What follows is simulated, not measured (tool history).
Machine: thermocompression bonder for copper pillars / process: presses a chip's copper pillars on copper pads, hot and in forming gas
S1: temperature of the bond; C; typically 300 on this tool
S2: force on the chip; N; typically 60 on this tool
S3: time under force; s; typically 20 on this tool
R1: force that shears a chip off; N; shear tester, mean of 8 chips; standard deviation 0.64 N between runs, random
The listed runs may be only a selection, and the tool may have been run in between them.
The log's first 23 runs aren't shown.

run	hour	S1	S2	S3	R1
24	609.6	294	38	20	36.9
25	643.0	300	86	20	86.6
26	674.8	301	83	31	91.8
27	698.6	329	41	20	64.5
28	733.9	329	41	20	64.1
29	770.3	298	79	20	80.0
30	799.6	327	53	20	77.3
31	834.4	319	60	12	67.9
# hour 875.3: forming gas filter changed
32	875.3	316	60	12	72.3
33	904.6	316	60	12	71.4
34	924.0	300	47	20	53.7
35	960.4	300	47	20	53.9
36	983.9	307	87	20	95.1

Forecast each of these 4 alternatives for the next run:
A	1002.4	323	60	40	?
B	1002.4	288	87	26	?
C	1002.4	328	47	20	?
D	1002.4	300	60	32	?

run	R1
A	95.6
B	86.9
C	75.6
D	77.7
Without the tool's unlogged condition, the same runs would have read:
run	R1
A	98.6
B	91.1
C	79.1
D	81.8
